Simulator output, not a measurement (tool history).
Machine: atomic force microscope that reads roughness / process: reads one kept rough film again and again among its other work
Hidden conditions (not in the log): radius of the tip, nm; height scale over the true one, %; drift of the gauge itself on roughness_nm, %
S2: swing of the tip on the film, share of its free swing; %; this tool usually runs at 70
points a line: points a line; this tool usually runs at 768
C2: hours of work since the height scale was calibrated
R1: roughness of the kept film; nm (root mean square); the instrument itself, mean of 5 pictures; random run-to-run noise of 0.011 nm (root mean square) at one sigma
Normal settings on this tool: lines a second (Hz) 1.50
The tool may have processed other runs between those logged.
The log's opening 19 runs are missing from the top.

run 20 day=14.462 | lines_a_second_(Hz)=0.94 S2=70 points_a_line=411 | pictures_with_this_tip=50 C2=1035 | R1=2.539
-- day=14.862 height scale calibrated on a step standard
run 21 day=15.146 | lines_a_second_(Hz)=0.94 S2=70 points_a_line=411 | pictures_with_this_tip=74 C2=5 | R1=2.465
run 22 day=15.792 | lines_a_second_(Hz)=1.50 S2=73 points_a_line=301 | pictures_with_this_tip=98 C2=17 | R1=2.402
run 23 day=16.471 | lines_a_second_(Hz)=1.50 S2=68 points_a_line=322 | pictures_with_this_tip=123 C2=30 | R1=2.435
run 24 day=17.575 | lines_a_second_(Hz)=1.50 S2=68 points_a_line=322 | pictures_with_this_tip=165 C2=51 | R1=2.377
run 25 day=18.646 | lines_a_second_(Hz)=1.50 S2=68 points_a_line=322 | pictures_with_this_tip=204 C2=71 | R1=2.354
-- day=18.767 new tip fitted
run 26 day=19.150 | lines_a_second_(Hz)=1.36 S2=75 points_a_line=320 | pictures_with_this_tip=15 C2=80 | R1=2.472
run 27 day=19.750 | lines_a_second_(Hz)=1.36 S2=75 points_a_line=320 | pictures_with_this_tip=37 C2=91 | R1=2.458
run 28 day=20.308 | lines_a_second_(Hz)=1.36 S2=75 points_a_line=320 | pictures_with_this_tip=58 C2=102 | R1=2.429
run 29 day=21.208 | lines_a_second_(Hz)=1.36 S2=75 points_a_line=320 | pictures_with_this_tip=91 C2=119 | R1=2.404
run 30 day=21.996 | lines_a_second_(Hz)=1.36 S2=75 points_a_line=320 | pictures_with_this_tip=121 C2=133 | R1=2.373
run 31 day=22.808 | lines_a_second_(Hz)=1.36 S2=75 points_a_line=320 | pictures_with_this_tip=151 C2=149 | R1=2.350
run 32 day=23.338 | lines_a_second_(Hz)=2.28 S2=88 points_a_line=768 | pictures_with_this_tip=171 C2=159 | R1=2.117

Branching from run 32: 4 alternative next runs. What would each branch give?
-- day=24.296 new tip fitted
run A day=24.483 | lines_a_second_(Hz)=2.92 S2=72 points_a_line=262 | pictures_with_this_tip=7 C2=180 | R1=?
-- day=24.296 new tip fitted
run B day=24.483 | lines_a_second_(Hz)=3.32 S2=73 points_a_line=768 | pictures_with_this_tip=7 C2=180 | R1=?
-- day=24.296 new tip fitted
run C day=24.483 | lines_a_second_(Hz)=3.33 S2=75 points_a_line=768 | pictures_with_this_tip=7 C2=180 | R1=?
-- day=24.296 new tip fitted
run D day=24.483 | lines_a_second_(Hz)=1.50 S2=55 points_a_line=857 | pictures_with_this_tip=7 C2=180 | R1=?

run=A R1=2.366
run=B R1=2.356
run=C R1=2.315
run=D R1=2.575
Take away the tool's hidden state, keep each run's random variation, and the runs would have read:
run=A R1=2.375
run=B R1=2.365
run=C R1=2.323
run=D R1=2.584
